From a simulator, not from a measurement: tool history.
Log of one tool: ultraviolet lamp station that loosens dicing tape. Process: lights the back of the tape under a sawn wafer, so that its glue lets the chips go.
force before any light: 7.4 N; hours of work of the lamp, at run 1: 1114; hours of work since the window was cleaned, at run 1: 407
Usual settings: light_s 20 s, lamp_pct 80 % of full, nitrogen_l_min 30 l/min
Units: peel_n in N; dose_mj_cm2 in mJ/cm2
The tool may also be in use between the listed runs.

run	hour	light_s	lamp_pct	nitrogen_l_min	hours of work of the lamp	hours of work since the window was cleaned	peel_n	dose_mj_cm2
1	0	20	80	30	1114	407	0.773	237
2	63.5	20	80	30	1148	442	0.723	231
3	117.8	20	80	30	1178	471	0.768	233
4	159	20	80	30	1201	494	0.795	234
5	201.6	20	80	19	1224	517	0.922	229
6	248	20	80	10	1249	543	1.189	224
7	299	20	80	10	1277	570	1.226	221
8	348.7	20	80	30	1304	598	0.839	223
9	398.9	20	80	30	1332	625	0.883	216
10	430.1	20	75	30	1349	642	0.995	200
# hour 478.7: window cleaned of glue's vapour
11	493	20	70	30	1383	8	0.957	209
12	523.8	20	70	30	1400	25	0.961	208
13	582.2	20	66	30	1431	57	1.077	193
14	639.8	20	80	30	1463	88	0.804	236
15	705.7	20	80	17	1499	124	0.958	227
16	759.8	20	80	17	1528	153	0.967	224
17	801.1	15	90	17	1551	176	1.309	183
18	837.1	15	90	17	1571	196	1.353	190
19	872.1	15	97	46	1590	215	0.884	201
20	924.1	32	61	29	1618	243	0.602	270
21	969.4	23	69	18	1643	268	1.055	215

The next listed run, before its measurement:
22	1018.6	27	80	37	1670	295	?	?

{"run 22": {"peel_n": 0.486, "dose_mj_cm2": 290}}
Without the tool's hidden state the same run would have given peel_n 0.284 N, dose_mj_cm2 419 mJ/cm2.
